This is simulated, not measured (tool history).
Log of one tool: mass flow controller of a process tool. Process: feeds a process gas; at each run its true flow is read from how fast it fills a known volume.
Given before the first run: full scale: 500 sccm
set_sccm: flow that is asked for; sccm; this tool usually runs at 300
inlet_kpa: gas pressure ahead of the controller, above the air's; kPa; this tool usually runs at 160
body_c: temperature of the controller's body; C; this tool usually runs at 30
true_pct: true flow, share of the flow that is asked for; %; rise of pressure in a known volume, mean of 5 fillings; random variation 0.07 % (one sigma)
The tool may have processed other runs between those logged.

| run | day | set_sccm | inlet_kpa | body_c | true_pct |
|---|---|---|---|---|---|
| 1 | 0.000 | 300 | 160 | 30 | 102.58 |
| 2 | 6.967 | 300 | 161 | 30 | 102.84 |
| 3 | 13.862 | 300 | 161 | 30 | 102.88 |
|  | 22.379 | controller's zero set anew |
| 4 | 22.379 | 300 | 161 | 30 | 103.53 |
| 5 | 27.704 | 200 | 160 | 30 | 104.56 |
| 6 | 34.596 | 200 | 160 | 30 | 104.76 |
| 7 | 40.833 | 200 | 161 | 30 | 104.76 |
|  | 46.246 | controller's zero set anew, once more |
| 8 | 47.392 | 300 | 166 | 30 | 101.11 |
| 9 | 52.662 | 300 | 166 | 30 | 101.20 |
| 10 | 61.179 | 300 | 166 | 30 | 101.43 |
| 11 | 68.304 | 300 | 166 | 30 | 101.56 |
| 12 | 78.492 | 300 | 166 | 30 | 101.82 |
| 13 | 88.654 | 300 | 178 | 30 | 101.97 |
| 14 | 93.229 | 300 | 160 | 30 | 102.02 |
| 15 | 102.996 | 300 | 160 | 30 | 102.17 |
| 16 | 113.458 | 300 | 160 | 30 | 102.26 |
| 17 | 119.112 | 300 | 160 | 24 | 102.82 |
| 18 | 125.317 | 300 | 160 | 24 | 102.77 |
| 19 | 130.329 | 90 | 160 | 30 | 104.15 |
| 20 | 135.192 | 90 | 160 | 30 | 104.23 |
| 21 | 140.758 | 300 | 160 | 30 | 102.69 |
| 22 | 149.196 | 300 | 160 | 30 | 102.90 |
| 23 | 154.512 | 300 | 160 | 30 | 102.94 |
| 24 | 160.662 | 300 | 160 | 30 | 103.06 |
| 25 | 168.050 | 209 | 148 | 30 | 103.48 |
| 26 | 172.608 | 209 | 148 | 30 | 103.66 |
| 27 | 178.529 | 209 | 148 | 30 | 103.82 |
|  | 180.942 | controller exchanged for a calibrated one |
| 28 | 187.150 | 300 | 262 | 38 | 99.31 |
| 29 | 193.854 | 107 | 165 | 30 | 99.54 |
| 30 | 201.404 | 107 | 165 | 27 | 100.10 |
| 31 | 210.271 | 107 | 165 | 27 | 100.31 |
| 32 | 217.138 | 52 | 185 | 21 | 102.06 |
| 33 | 226.600 | 52 | 185 | 21 | 102.68 |
| 34 | 232.100 | 52 | 185 | 21 | 103.11 |
| 35 | 238.900 | 106 | 160 | 20 | 101.75 |
| 36 | 249.412 | 300 | 241 | 23 | 101.11 |
| 37 | 255.025 | 180 | 150 | 22 | 101.22 |
| 38 | 261.712 | 229 | 246 | 25 | 101.44 |
| 39 | 270.812 | 284 | 246 | 34 | 100.90 |
| 40 | 279.900 | 197 | 149 | 35 | 100.99 |
| 41 | 285.829 | 197 | 149 | 35 | 101.35 |
| 42 | 294.942 | 197 | 197 | 35 | 101.47 |
| 43 | 302.662 | 300 | 275 | 37 | 101.44 |
| 44 | 310.938 | 300 | 160 | 23 | 102.04 |
| 45 | 320.612 | 52 | 180 | 34 | 107.88 |
| 46 | 326.983 | 52 | 180 | 34 | 108.46 |
| 47 | 332.450 | 300 | 202 | 36 | 101.84 |

A few steps of true_pct between consecutive runs. Split each: what settings, incoming material and random variation would produce without the hidden state, and what is left over for the hidden state, along with gauge scatter present in only one of the two compared results (measured, and without hidden state):
Unlogged tool condition in this case: flow at rest that the sensor doesn't see, % of full scale; true flow over the shown one, %; drift of the gauge itself on true_pct, %.
Run 27 -> 28: set_sccm 209 -> 300, inlet_kpa 148 -> 262, body_c 30 -> 38, controller exchanged for a calibrated one. true_pct -4.51 %: hidden state -4.45, all else -0.06.
Run 44 -> 45: set_sccm 300 -> 52, inlet_kpa 160 -> 180, body_c 23 -> 34. true_pct +5.84 %: hidden state +6.99, all else -1.15.
Run 46 -> 47: set_sccm 52 -> 300, inlet_kpa 180 -> 202, body_c 34 -> 36. true_pct -6.62 %: hidden state -7.04, all else +0.42.
